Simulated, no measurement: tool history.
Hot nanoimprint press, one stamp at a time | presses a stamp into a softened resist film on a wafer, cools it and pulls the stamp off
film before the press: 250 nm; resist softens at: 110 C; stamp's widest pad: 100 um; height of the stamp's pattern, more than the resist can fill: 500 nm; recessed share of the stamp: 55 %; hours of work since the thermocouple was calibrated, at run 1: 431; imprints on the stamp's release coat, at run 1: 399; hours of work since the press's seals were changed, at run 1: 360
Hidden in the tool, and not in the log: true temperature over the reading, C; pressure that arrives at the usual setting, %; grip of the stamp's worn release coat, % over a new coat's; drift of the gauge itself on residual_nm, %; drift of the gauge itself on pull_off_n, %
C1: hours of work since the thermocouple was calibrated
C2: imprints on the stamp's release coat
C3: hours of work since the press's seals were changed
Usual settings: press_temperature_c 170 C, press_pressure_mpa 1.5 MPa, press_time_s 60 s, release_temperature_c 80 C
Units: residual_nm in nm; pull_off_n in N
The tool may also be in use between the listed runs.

Run 1, hour 0: usual settings; C1 431; C2 399; C3 360. Result: residual_nm 118.7 nm, pull_off_n 234 N.
Run 2, hour 34.5: usual settings; C1 457; C2 584; C3 385. Result: residual_nm 118.8 nm, pull_off_n 236 N.
Run 3, hour 74: usual settings; C1 486; C2 797; C3 414. Result: residual_nm 119.7 nm, pull_off_n 246 N.
At hour 95.4: plate thermocouple calibrated.
Run 4, hour 120.7: usual settings; C1 19; C2 1033; C3 447. Result: residual_nm 125.4 nm, pull_off_n 243 N.
At hour 144.9: stamp cleaned and given a new release coat.
Run 5, hour 194: usual settings but press_temperature_c 171 C; C1 68; C2 264; C3 496. Result: residual_nm 121 nm, pull_off_n 239 N.
Run 6, hour 239: usual settings; C1 102; C2 507; C3 530. Result: residual_nm 128.5 nm, pull_off_n 242 N.
At hour 303: press's hydraulic seals changed and the load cell set to zero.
At hour 310.3: plate thermocouple calibrated, once more.
Run 7, hour 321.1: usual settings; C1 8; C2 890; C3 11. Result: residual_nm 107.5 nm, pull_off_n 236 N.
At hour 369.2: stamp cleaned and given a new release coat.
Run 8, hour 389.3: usual settings; C1 54; C2 108; C3 57. Result: residual_nm 109 nm, pull_off_n 227 N.
Run 9, hour 421.7: usual settings but release_temperature_c 81 C; C1 78; C2 283; C3 81. Result: residual_nm 107.7 nm, pull_off_n 227 N.
Run 10, hour 488.2: usual settings but press_temperature_c 172 C; C1 127; C2 641; C3 130. Result: residual_nm 100.2 nm, pull_off_n 235 N.
Run 11, hour 547.9: usual settings; C1 171; C2 963; C3 175. Result: residual_nm 110.6 nm, pull_off_n 240 N.
At hour 585.9: stamp cleaned and given a new release coat.
Run 12, hour 626.5: usual settings; C1 225; C2 219; C3 228. Result: residual_nm 113.7 nm, pull_off_n 230 N.
Run 13, hour 671.5: usual settings; C1 258; C2 462; C3 262. Result: residual_nm 114.4 nm, pull_off_n 235 N.
Run 14, hour 735.2: usual settings; C1 305; C2 805; C3 309. Result: residual_nm 116 nm, pull_off_n 241 N.
Run 15, hour 765.8: usual settings but press_temperature_c 166 C, press_pressure_mpa 2.21 MPa, press_time_s 30 s, release_temperature_c 67 C; C1 328; C2 970; C3 331. Result: residual_nm 148 nm, pull_off_n 284 N.
At hour 801.1: stamp cleaned and given a new release coat.
Run 16, hour 816.9: usual settings but press_temperature_c 166 C, press_pressure_mpa 2.21 MPa, press_time_s 30 s, release_temperature_c 67 C; C1 361; C2 85; C3 365. Result: residual_nm 148.8 nm, pull_off_n 268 N.
Run 17, hour 881.4: usual settings but press_temperature_c 166 C, press_pressure_mpa 1.01 MPa, press_time_s 34 s, release_temperature_c 78 C; C1 409; C2 432; C3 412. Result: residual_nm 191.6 nm, pull_off_n 244 N.
Run 18, hour 935.3: usual settings but press_temperature_c 177 C, press_pressure_mpa 1.37 MPa, press_time_s 61 s, release_temperature_c 70 C; C1 449; C2 722; C3 452. Result: residual_nm 86.7 nm, pull_off_n 268 N.
Run 19, hour 974.4: usual settings but press_temperature_c 166 C, press_pressure_mpa 1.3 MPa, press_time_s 62 s, release_temperature_c 86 C; C1 478; C2 933; C3 481. Result: residual_nm 154.5 nm, pull_off_n 227 N.
At hour 1010.1: plate thermocouple calibrated.
Run 20, hour 1010.1: usual settings but press_pressure_mpa 2.14 MPa, release_temperature_c 88 C; C1 0; C2 1110; C3 505. Result: residual_nm 88 nm, pull_off_n 214 N.

Run 21 comes next. What will it give?
At hour 1022.3: stamp cleaned and given a new release coat.
Run 21, hour 1061.3: usual settings but press_pressure_mpa 2.14 MPa, release_temperature_c 88 C; C1 33; C2 210; C3 539. Result: residual_nm ?, pull_off_n ?.

{"run 21": {"residual_nm": 88, "pull_off_n": 208}}
Without the tool's hidden state the same run would have given residual_nm 87.2 nm, pull_off_n 205 N.

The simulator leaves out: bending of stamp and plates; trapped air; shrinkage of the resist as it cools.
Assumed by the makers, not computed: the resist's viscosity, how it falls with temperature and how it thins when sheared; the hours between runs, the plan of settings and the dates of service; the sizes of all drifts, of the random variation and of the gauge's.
